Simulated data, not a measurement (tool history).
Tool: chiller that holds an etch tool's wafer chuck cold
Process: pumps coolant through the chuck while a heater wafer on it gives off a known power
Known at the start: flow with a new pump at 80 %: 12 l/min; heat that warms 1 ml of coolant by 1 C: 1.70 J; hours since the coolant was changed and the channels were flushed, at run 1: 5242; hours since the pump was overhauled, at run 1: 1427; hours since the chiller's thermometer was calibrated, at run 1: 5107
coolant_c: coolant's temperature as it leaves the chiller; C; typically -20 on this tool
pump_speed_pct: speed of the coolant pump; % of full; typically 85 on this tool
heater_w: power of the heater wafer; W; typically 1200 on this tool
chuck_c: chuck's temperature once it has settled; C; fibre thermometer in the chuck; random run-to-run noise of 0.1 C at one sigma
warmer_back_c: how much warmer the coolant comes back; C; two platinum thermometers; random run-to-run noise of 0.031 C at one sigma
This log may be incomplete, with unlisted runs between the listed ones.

run	hour	coolant_c	pump_speed_pct	heater_w	hours since the coolant was changed and the channels were flushed	hours since the pump was overhauled	hours since the chiller's thermometer was calibrated	chuck_c	warmer_back_c
1	0.0	-20	85	1200	5242	1427	5107	-5.6	3.43
2	89.4	-20	85	1200	5331	1516	5197	-5.6	3.42
# hour 103.6: coolant changed, channels flushed
3	211.3	-20	85	1200	108	1632	5313	-6.8	3.44
4	310.6	-20	85	1200	207	1731	5412	-6.6	3.48
# hour 347.8: chiller's thermometer calibrated
5	370.8	-20	85	1200	266	1790	23	-7.8	3.45
6	480.7	-20	85	1200	376	1900	133	-7.5	3.40
7	529.7	-20	85	1200	425	1949	182	-7.6	3.47
8	605.0	-20	85	1200	500	2025	257	-7.6	3.50
9	699.3	-20	85	1200	595	2119	352	-7.5	3.46
10	788.8	-20	85	796	684	2208	441	-11.6	2.37
11	851.2	-20	85	796	747	2271	503	-11.6	2.33
12	902.0	-20	85	796	797	2322	554	-11.5	2.29
13	1016.8	-20	85	796	912	2436	669	-11.5	2.34
14	1090.4	-20	85	796	986	2510	743	-11.5	2.31
15	1151.6	-20	85	1200	1047	2571	804	-7.3	3.55
16	1269.4	-20	85	1200	1165	2689	922	-7.1	3.60
17	1362.5	-20	95	1749	1258	2782	1015	-2.9	4.64
18	1445.9	-20	85	875	1341	2866	1098	-10.5	2.55
19	1548.5	-11	90	875	1444	2968	1201	-1.9	2.46
20	1621.9	-29	93	704	1517	3042	1274	-21.6	1.84
21	1720.1	-26	78	1200	1616	3140	1372	-11.7	3.94
22	1817.7	-26	78	1200	1713	3237	1470	-11.8	3.89
23	1870.1	-26	78	1200	1766	3290	1522	-11.7	3.95
24	1963.1	-26	78	1200	1859	3383	1615	-11.6	3.88

For run 25, what comes out?
25	2014.3	-26	78	1200	1910	3434	1667	?	?

{"run 25": {"chuck_c": -11.4, "warmer_back_c": 3.97}}
If the tool had no hidden condition, the same run with the same run-to-run variation would have returned chuck_c -13.3 C, warmer_back_c 3.68 C.

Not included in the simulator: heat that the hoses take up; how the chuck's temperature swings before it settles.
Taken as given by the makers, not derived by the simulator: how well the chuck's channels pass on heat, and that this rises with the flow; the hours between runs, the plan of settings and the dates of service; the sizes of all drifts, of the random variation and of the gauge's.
